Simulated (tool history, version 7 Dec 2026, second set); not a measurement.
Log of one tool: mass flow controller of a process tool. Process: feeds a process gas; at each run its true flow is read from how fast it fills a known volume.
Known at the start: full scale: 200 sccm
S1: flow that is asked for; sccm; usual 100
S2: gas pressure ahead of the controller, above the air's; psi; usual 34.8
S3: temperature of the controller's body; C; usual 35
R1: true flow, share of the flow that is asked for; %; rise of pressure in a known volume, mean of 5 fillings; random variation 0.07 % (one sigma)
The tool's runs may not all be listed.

Run 1, day 0: usual settings. Result: R1 97.22 %.
Run 2, day 12: usual settings. Result: R1 97.11 %.
Run 3, day 25.996: usual settings but S1 157 sccm. Result: R1 96.75 %.
Run 4, day 39.721: usual settings but S2 22.3 psi. Result: R1 96.22 %.
Run 5, day 53.371: usual settings. Result: R1 96.64 %.
Run 6, day 63.708: usual settings. Result: R1 96.66 %.
Run 7, day 80.254: usual settings. Result: R1 96.62 %.
Run 8, day 92.908: usual settings but S1 41 sccm. Result: R1 98.23 %.
Run 9, day 110.488: usual settings but S1 41 sccm. Result: R1 98.24 %.
Run 10, day 118.217: usual settings but S1 41 sccm. Result: R1 98.14 %.
At day 130.692: controller exchanged for a calibrated one.
Run 11, day 135.2: usual settings but S1 41 sccm. Result: R1 99.04 %.

Run 12 comes next. What will it give?
Run 12, day 146.954: usual settings but S1 41 sccm. Result: R1 ?.

R1: 99.02 %
Without the tool's hidden state the same run would have given R1 98.92 %.
